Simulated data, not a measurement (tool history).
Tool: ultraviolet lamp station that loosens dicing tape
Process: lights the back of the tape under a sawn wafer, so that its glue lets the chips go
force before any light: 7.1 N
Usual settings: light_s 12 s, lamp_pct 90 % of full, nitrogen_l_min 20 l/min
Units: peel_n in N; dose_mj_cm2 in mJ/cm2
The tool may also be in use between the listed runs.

{"run": 1, "hour": 0.0, "light_s": 12, "lamp_pct": 90, "nitrogen_l_min": 20, "peel_n": 0.299, "dose_mj_cm2": 650}
{"run": 2, "hour": 8.7, "light_s": 12, "lamp_pct": 90, "nitrogen_l_min": 20, "peel_n": 0.304, "dose_mj_cm2": 646}
{"run": 3, "hour": 21.7, "light_s": 12, "lamp_pct": 90, "nitrogen_l_min": 20, "peel_n": 0.32, "dose_mj_cm2": 648}
{"run": 4, "hour": 32.1, "light_s": 12, "lamp_pct": 90, "nitrogen_l_min": 20, "peel_n": 0.323, "dose_mj_cm2": 649}
{"run": 5, "hour": 44.2, "light_s": 12, "lamp_pct": 90, "nitrogen_l_min": 20, "peel_n": 0.313, "dose_mj_cm2": 654}
{"run": 6, "hour": 57.5, "light_s": 12, "lamp_pct": 90, "nitrogen_l_min": 20, "peel_n": 0.322, "dose_mj_cm2": 657}
{"run": 7, "hour": 63.8, "light_s": 12, "lamp_pct": 90, "nitrogen_l_min": 24, "peel_n": 0.287, "dose_mj_cm2": 660}
{"run": 8, "hour": 71.1, "light_s": 12, "lamp_pct": 90, "nitrogen_l_min": 24, "peel_n": 0.288, "dose_mj_cm2": 658}
{"run": 9, "hour": 80.0, "light_s": 12, "lamp_pct": 90, "nitrogen_l_min": 24, "peel_n": 0.294, "dose_mj_cm2": 651}
{"run": 10, "hour": 92.6, "light_s": 12, "lamp_pct": 90, "nitrogen_l_min": 24, "peel_n": 0.295, "dose_mj_cm2": 653}
{"run": 11, "hour": 103.5, "light_s": 12, "lamp_pct": 65, "nitrogen_l_min": 24, "peel_n": 0.574, "dose_mj_cm2": 477}
{"run": 12, "hour": 109.4, "light_s": 12, "lamp_pct": 65, "nitrogen_l_min": 24, "peel_n": 0.582, "dose_mj_cm2": 474}
{"run": 13, "hour": 120.9, "light_s": 12, "lamp_pct": 65, "nitrogen_l_min": 24, "peel_n": 0.579, "dose_mj_cm2": 469}
{"run": 14, "hour": 130.9, "light_s": 12, "lamp_pct": 65, "nitrogen_l_min": 24, "peel_n": 0.594, "dose_mj_cm2": 479}
{"run": 15, "hour": 144.1, "light_s": 12, "lamp_pct": 65, "nitrogen_l_min": 24, "peel_n": 0.61, "dose_mj_cm2": 477}
{"run": 16, "hour": 153.2, "light_s": 12, "lamp_pct": 90, "nitrogen_l_min": 20, "peel_n": 0.319, "dose_mj_cm2": 663}
{"run": 17, "hour": 162.5, "light_s": 12, "lamp_pct": 90, "nitrogen_l_min": 9, "peel_n": 0.535, "dose_mj_cm2": 665}
{"run": 18, "hour": 173.9, "light_s": 21, "lamp_pct": 90, "nitrogen_l_min": 20, "peel_n": 0.136, "dose_mj_cm2": 1166}
{"run": 19, "hour": 180.0, "light_s": 21, "lamp_pct": 90, "nitrogen_l_min": 20, "peel_n": 0.145, "dose_mj_cm2": 1171}
{"run": 20, "hour": 192.3, "light_s": 12, "lamp_pct": 90, "nitrogen_l_min": 20, "peel_n": 0.329, "dose_mj_cm2": 654}
{"run": 21, "hour": 206.3, "light_s": 12, "lamp_pct": 90, "nitrogen_l_min": 20, "peel_n": 0.313, "dose_mj_cm2": 657}
{"run": 22, "hour": 216.8, "light_s": 10, "lamp_pct": 99, "nitrogen_l_min": 23, "peel_n": 0.343, "dose_mj_cm2": 594}
{"run": 23, "hour": 229.6, "light_s": 10, "lamp_pct": 88, "nitrogen_l_min": 8, "peel_n": 0.878, "dose_mj_cm2": 534}
{"run": 24, "hour": 237.0, "light_s": 10, "lamp_pct": 88, "nitrogen_l_min": 8, "peel_n": 0.866, "dose_mj_cm2": 534}
{"run": 25, "hour": 249.4, "light_s": 10, "lamp_pct": 88, "nitrogen_l_min": 8, "peel_n": 0.89, "dose_mj_cm2": 536}
{"run": 26, "hour": 258.8, "light_s": 10, "lamp_pct": 90, "nitrogen_l_min": 20, "peel_n": 0.471, "dose_mj_cm2": 548}
{"run": 27, "hour": 268.1, "light_s": 10, "lamp_pct": 90, "nitrogen_l_min": 20, "peel_n": 0.472, "dose_mj_cm2": 551}
{"run": 28, "hour": 280.6, "light_s": 12, "lamp_pct": 94, "nitrogen_l_min": 37, "peel_n": 0.214, "dose_mj_cm2": 691}
{"run": 29, "hour": 291.2, "light_s": 11, "lamp_pct": 95, "nitrogen_l_min": 20, "peel_n": 0.335, "dose_mj_cm2": 632}
{"run": 30, "hour": 301.6, "light_s": 6, "lamp_pct": 95, "nitrogen_l_min": 32, "peel_n": 0.942, "dose_mj_cm2": 346}
{"run": 31, "hour": 313.0, "light_s": 21, "lamp_pct": 64, "nitrogen_l_min": 32, "peel_n": 0.169, "dose_mj_cm2": 823}
{"run": 32, "hour": 327.2, "light_s": 21, "lamp_pct": 64, "nitrogen_l_min": 32, "peel_n": 0.181, "dose_mj_cm2": 827}
{"run": 33, "hour": 339.7, "light_s": 19, "lamp_pct": 71, "nitrogen_l_min": 33, "peel_n": 0.171, "dose_mj_cm2": 830}
{"run": 34, "hour": 350.7, "light_s": 12, "lamp_pct": 76, "nitrogen_l_min": 20, "peel_n": 0.454, "dose_mj_cm2": 572}
{"run": 35, "hour": 356.6, "light_s": 21, "lamp_pct": 88, "nitrogen_l_min": 28, "peel_n": 0.13, "dose_mj_cm2": 1145}
{"run": 36, "hour": 364.7, "light_s": 21, "lamp_pct": 88, "nitrogen_l_min": 28, "peel_n": 0.128, "dose_mj_cm2": 1136}
{"run": 37, "hour": 372.0, "light_s": 15, "lamp_pct": 95, "nitrogen_l_min": 22, "peel_n": 0.181, "dose_mj_cm2": 884}
{"run": 38, "hour": 380.5, "light_s": 20, "lamp_pct": 69, "nitrogen_l_min": 23, "peel_n": 0.185, "dose_mj_cm2": 851}
{"run": 39, "hour": 387.9, "light_s": 12, "lamp_pct": 90, "nitrogen_l_min": 15, "peel_n": 0.363, "dose_mj_cm2": 672}
{"run": 40, "hour": 397.5, "light_s": 12, "lamp_pct": 79, "nitrogen_l_min": 15, "peel_n": 0.502, "dose_mj_cm2": 584}
{"run": 41, "hour": 405.2, "light_s": 6, "lamp_pct": 62, "nitrogen_l_min": 17, "peel_n": 2.224, "dose_mj_cm2": 234}
{"run": 42, "hour": 415.1, "light_s": 6, "lamp_pct": 62, "nitrogen_l_min": 17, "peel_n": 2.27, "dose_mj_cm2": 227}

Taken out of this log: 2 entries between the listed runs. Where each belongs, and how the hidden state differs across it:
Between runs 16 and 17: window cleaned of glue's vapour (hour 159)
  light that the window lets through, % of a clean one's: 99.9 -> 100; drift of the gauge itself on dose_mj_cm2, %: 2.5 -> 2.64
  measured less the result without the state, dose_mj_cm2: +15 -> +17 mJ/cm2
Between runs 19 and 20: gauge calibrated (hour 182.1)
  lamp's light, % of a new lamp's: 100 -> 99.9; drift of the gauge itself on dose_mj_cm2, %: 2.93 -> 0.17
  measured less the result without the state, dose_mj_cm2: +33 -> +1 mJ/cm2
